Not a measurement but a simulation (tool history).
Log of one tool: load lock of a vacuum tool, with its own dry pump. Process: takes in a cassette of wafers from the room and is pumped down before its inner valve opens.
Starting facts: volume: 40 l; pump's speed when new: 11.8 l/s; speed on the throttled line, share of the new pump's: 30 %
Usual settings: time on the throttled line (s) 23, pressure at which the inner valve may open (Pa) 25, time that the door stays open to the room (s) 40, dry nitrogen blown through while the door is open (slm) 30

run	hour	time on the throttled line (s)	pressure at which the inner valve may open (Pa)	time that the door stays open to the room (s)	dry nitrogen blown through while the door is open (slm)	incoming humidity of the room's air, %	time from the closed door until the inner valve may open (s)	rise of the pressure with all valves shut (Pa/min)
1	0.0	23	25	40	30	42.0	50.0	0.150
2	318.3	14	25	40	30	43.3	44.7	0.159
3	631.4	23	25	40	30	48.1	50.9	0.168
4	890.4	35	25	40	30	43.1	58.5	0.166
5	1159.3	23	25	154	30	43.8	50.5	0.197
6	1358.8	23	25	95	30	45.3	50.8	0.183
7	1613.5	23	25	71	30	47.4	51.6	0.185
8	1943.6	23	25	71	30	44.0	51.9	0.208
9	2295.2	23	25	71	30	45.5	50.8	0.210
# hour 2511.7: dry pump taken out, an overhauled one fitted
10	2631.9	23	25	40	22	46.0	44.9	0.212
11	2978.1	29	21	26	7	48.1	50.0	0.223
12	3255.1	29	21	26	7	45.5	49.7	0.233
13	3576.5	12	25	27	11	42.8	37.3	0.241
14	3855.7	23	26	40	30	46.6	44.7	0.242
15	4110.1	23	26	40	30	44.3	44.8	0.253
16	4388.9	23	26	40	30	43.7	45.8	0.253
17	4639.8	23	19	40	30	50.7	46.6	0.271
18	4795.5	13	25	40	30	48.3	38.2	0.264

4 options for the next run, each taken on its own from the tool as it stands now. Forecast them:
A	5028.1	23	29	45	30	47.2	?	?
B	5028.1	13	25	148	30	42.8	?	?
C	5028.1	17	20	123	30	42.9	?	?
D	5028.1	23	36	40	30	50.0	?	?

run	time from the closed door until the inner valve may open (s)	rise of the pressure with all valves shut (Pa/min)
A	45.5	0.280
B	39.1	0.297
C	42.6	0.289
D	44.1	0.276
What these runs would have given with no unlogged condition in the tool:
run	time from the closed door until the inner valve may open (s)	rise of the pressure with all valves shut (Pa/min)
A	44.4	0.024
B	37.8	0.039
C	41.3	0.031
D	43.0	0.023
